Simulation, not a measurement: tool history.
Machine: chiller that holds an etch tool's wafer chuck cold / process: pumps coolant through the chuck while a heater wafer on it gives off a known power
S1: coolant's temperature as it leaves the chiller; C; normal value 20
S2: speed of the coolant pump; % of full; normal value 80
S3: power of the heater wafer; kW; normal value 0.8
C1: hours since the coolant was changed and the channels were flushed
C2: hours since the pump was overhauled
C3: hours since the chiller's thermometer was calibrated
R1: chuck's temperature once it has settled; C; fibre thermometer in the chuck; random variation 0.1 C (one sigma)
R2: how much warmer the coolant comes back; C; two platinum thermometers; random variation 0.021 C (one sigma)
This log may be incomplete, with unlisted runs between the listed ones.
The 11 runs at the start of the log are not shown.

| run | day | S1 | S2 | S3 | C1 | C2 | C3 | R1 | R2 |
|---|---|---|---|---|---|---|---|---|---|
| 12 | 60.396 | 20 | 74 | 0.8 | 3178 | 2646 | 742 | 27.8 | 1.93 |
| 13 | 67.042 | 20 | 80 | 0.8 | 3338 | 2806 | 902 | 27.6 | 1.79 |
| 14 | 73.271 | 20 | 80 | 0.8 | 3487 | 2955 | 1051 | 27.7 | 1.84 |
|  | 76.062 | coolant changed, channels flushed |
| 15 | 78.275 | 20 | 80 | 0.8 | 53 | 3069 | 1166 | 27.6 | 1.77 |
| 16 | 82.079 | 20 | 80 | 0.8 | 144 | 3160 | 1257 | 27.7 | 1.81 |
| 17 | 88.612 | 20 | 80 | 0.8 | 301 | 3317 | 1414 | 27.7 | 1.84 |
| 18 | 96.738 | 20 | 86 | 1.159 | 496 | 3512 | 1609 | 30.5 | 2.44 |
| 19 | 104.979 | 14 | 91 | 0.526 | 694 | 3710 | 1806 | 18.6 | 1.11 |
| 20 | 111.833 | 14 | 91 | 0.526 | 859 | 3874 | 1971 | 18.7 | 1.13 |
| 21 | 117.938 | 23 | 91 | 0.526 | 1005 | 4021 | 2117 | 27.7 | 1.15 |
| 22 | 125.604 | 18 | 91 | 0.485 | 1189 | 4205 | 2301 | 22.4 | 1.08 |
| 23 | 130.008 | 18 | 91 | 0.485 | 1295 | 4311 | 2407 | 22.2 | 1.09 |
| 24 | 138.146 | 18 | 91 | 0.485 | 1490 | 4506 | 2602 | 22.2 | 1.11 |
| 25 | 146.212 | 17 | 80 | 0.452 | 1684 | 4700 | 2796 | 21.5 | 1.2 |
| 26 | 151.858 | 17 | 80 | 0.452 | 1819 | 4835 | 2932 | 21.2 | 1.2 |
| 27 | 159.029 | 11 | 91 | 0.662 | 1991 | 5007 | 3104 | 16.8 | 1.49 |
|  | 165.833 | chiller's thermometer calibrated |
| 28 | 167.462 | 11 | 91 | 0.662 | 2193 | 5209 | 39 | 16.8 | 1.47 |
| 29 | 171.383 | 20 | 80 | 0.448 | 2287 | 5303 | 133 | 24.2 | 1.26 |
| 30 | 175.121 | 12 | 80 | 0.683 | 2376 | 5392 | 223 | 18.5 | 1.75 |
| 31 | 179.838 | 12 | 80 | 0.683 | 2490 | 5506 | 336 | 18.4 | 1.71 |

3 ways to go on from here, each from the tool as it stands after run 31. What would each give?
| A | 184.058 | 20 | 80 | 0.44 | 2591 | 5607 | 437 | ? | ? |
| B | 184.058 | 12 | 91 | 0.485 | 2591 | 5607 | 437 | ? | ? |
| C | 184.058 | 21 | 99 | 0.454 | 2591 | 5607 | 437 | ? | ? |

| run | R1 | R2 |
|---|---|---|
| A | 24.2 | 1.16 |
| B | 16.4 | 1.2 |
| C | 24.7 | 1.04 |
With the hidden condition removed and each run's random variation left untouched, the same runs would have given:
| run | R1 | R2 |
|---|---|---|
| A | 24.2 | 0.86 |
| B | 16.4 | 0.9 |
| C | 24.6 | 0.74 |

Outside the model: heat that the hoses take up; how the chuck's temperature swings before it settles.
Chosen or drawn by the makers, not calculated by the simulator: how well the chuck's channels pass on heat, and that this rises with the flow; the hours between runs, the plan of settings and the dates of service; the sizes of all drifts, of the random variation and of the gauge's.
